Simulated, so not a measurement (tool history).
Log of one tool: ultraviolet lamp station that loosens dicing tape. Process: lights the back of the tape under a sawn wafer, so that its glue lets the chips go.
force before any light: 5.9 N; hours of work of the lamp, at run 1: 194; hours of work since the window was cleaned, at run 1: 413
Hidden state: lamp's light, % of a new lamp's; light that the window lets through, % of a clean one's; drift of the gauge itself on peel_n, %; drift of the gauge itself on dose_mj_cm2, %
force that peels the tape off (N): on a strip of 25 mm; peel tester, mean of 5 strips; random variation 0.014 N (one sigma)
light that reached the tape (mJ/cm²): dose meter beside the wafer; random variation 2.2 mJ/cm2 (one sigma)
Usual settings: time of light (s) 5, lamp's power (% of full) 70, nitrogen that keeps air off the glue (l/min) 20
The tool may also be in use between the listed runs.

run	hour	time of light (s)	lamp's power (% of full)	nitrogen that keeps air off the glue (l/min)	hours of work of the lamp	hours of work since the window was cleaned	force that peels the tape off (N)	light that reached the tape (mJ/cm²)
1	0.0	5	70	20	194	413	0.906	161
2	28.6	5	70	20	210	430	0.909	160
3	59.7	5	70	25	228	448	0.885	161
4	90.8	5	70	25	246	465	0.927	156
5	112.7	7	70	20	259	478	0.550	217
6	132.3	3	70	20	270	490	1.988	93
7	153.0	3	70	20	282	501	1.942	87
8	184.2	5	66	20	300	520	1.145	138
9	215.3	5	66	20	318	537	1.172	136
10	242.2	5	66	20	334	553	1.131	137
11	267.6	5	66	20	348	568	1.218	140
12	287.9	5	66	20	360	579	1.190	135
13	303.2	5	66	20	369	588	1.199	131
14	322.7	5	66	20	380	600	1.282	135
# hour 325.8: window cleaned of glue's vapour
15	342.0	5	66	20	391	9	1.450	121
16	360.7	5	66	20	402	20	1.459	118
17	380.7	5	66	20	414	32	1.445	115
18	398.4	5	66	20	424	42	1.513	114
19	415.6	5	66	20	434	52	1.529	116
20	431.9	5	66	20	443	61	1.483	115
21	461.4	2	66	20	460	78	3.457	45
22	478.9	7	70	16	470	89	0.963	167
# hour 483.1: window cleaned of glue's vapour, once more
23	506.8	7	89	12	486	14	0.464	275
24	535.0	7	89	12	502	30	0.470	275
25	555.0	9	89	12	514	42	0.309	349
26	585.8	6	70	20	532	59	0.767	179
27	610.3	6	70	20	546	74	0.762	181
28	623.0	6	70	20	553	81	0.761	176
29	654.2	5	79	9	571	99	1.212	164
30	668.3	5	79	28	580	107	0.786	165
31	685.1	5	96	20	589	117	0.642	198
32	699.1	5	96	20	597	125	0.641	198
33	720.6	5	96	20	610	137	0.666	192
34	748.2	5	96	20	626	153	0.672	190
35	761.5	5	96	20	633	161	0.668	190
36	787.2	5	96	20	648	176	0.673	187
37	801.3	7	70	14	656	184	0.841	189
38	820.2	2	70	21	667	195	3.116	56
39	836.5	7	70	10	677	204	0.934	185
40	866.5	7	70	10	694	222	0.960	184
41	883.4	7	70	10	704	232	1.034	188
42	899.4	3	70	6	713	241	3.016	80

Forecast each of these 5 alternatives for the next run:
A	930.0	2	70	15	731	258	?	?
B	930.0	5	66	25	731	258	?	?
C	930.0	5	95	20	731	258	?	?
D	930.0	3	70	25	731	258	?	?
E	930.0	3	89	19	731	258	?	?

run	force that peels the tape off (N)	light that reached the tape (mJ/cm²)
A	3.368	49
B	1.307	124
C	0.795	170
D	2.165	77
E	1.886	96
Without the tool's hidden state the same runs would have given:
run	force that peels the tape off (N)	light that reached the tape (mJ/cm²)
A	2.480	77
B	0.655	189
C	0.375	263
D	1.314	118
E	1.063	149
